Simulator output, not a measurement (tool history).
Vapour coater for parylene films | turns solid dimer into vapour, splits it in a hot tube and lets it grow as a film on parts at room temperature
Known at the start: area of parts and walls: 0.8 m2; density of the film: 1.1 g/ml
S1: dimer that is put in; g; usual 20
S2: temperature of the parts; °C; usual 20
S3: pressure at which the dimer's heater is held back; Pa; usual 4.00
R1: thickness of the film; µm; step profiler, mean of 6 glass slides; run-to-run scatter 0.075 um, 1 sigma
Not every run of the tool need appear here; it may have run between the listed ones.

run	day	S1	S2	S3	R1
1	0.000	20	20	4.00	13.96
2	2.646	20	20	4.00	14.10
3	4.225	15	20	4.00	10.45
4	6.617	15	20	4.00	10.42
# day 8.458: table's thermometer calibrated
5	8.738	20	20	4.00	13.91
6	10.683	20	20	4.00	13.88
7	11.854	20	20	4.00	13.99
# day 12.404: trap's valve overhauled
8	14.196	20	20	4.00	13.96
9	16.233	20	20	4.00	13.94
10	18.592	20	20	4.00	13.87
11	20.371	20	20	4.00	13.84
12	22.154	24	20	4.00	16.62
13	23.362	20	20	3.18	13.94
14	24.662	20	20	3.18	13.95
15	26.317	15	20	2.57	10.61
# day 27.746: trap's valve overhauled
16	28.246	20	18	4.00	14.27
17	29.392	20	18	4.00	14.22
18	31.554	20	18	4.00	14.31
19	32.904	20	29	4.56	11.76
20	35.021	20	19	6.66	13.56
21	36.854	14	13	8.87	10.38
22	38.292	14	13	5.28	10.60
23	40.462	23	13	2.89	17.97
# day 43.162: trap's valve overhauled
24	43.296	11	31	4.95	6.21
25	44.612	13	14	4.00	9.83

Consider 5 possible next runs. They are alternatives, not a sequence: every one starts from the tool as it was left by run 25. What does each give?
A	46.862	29	24	4.67	?
B	46.862	13	14	5.09	?
C	46.862	13	19	8.99	?
D	46.862	13	14	3.29	?
E	46.862	13	18	4.00	?

run	R1
A	18.39
B	9.65
C	8.61
D	9.84
E	9.23
Had the tool no hidden state, the same runs would have come out as:
run	R1
A	18.85
B	9.88
C	8.83
D	10.08
E	9.46

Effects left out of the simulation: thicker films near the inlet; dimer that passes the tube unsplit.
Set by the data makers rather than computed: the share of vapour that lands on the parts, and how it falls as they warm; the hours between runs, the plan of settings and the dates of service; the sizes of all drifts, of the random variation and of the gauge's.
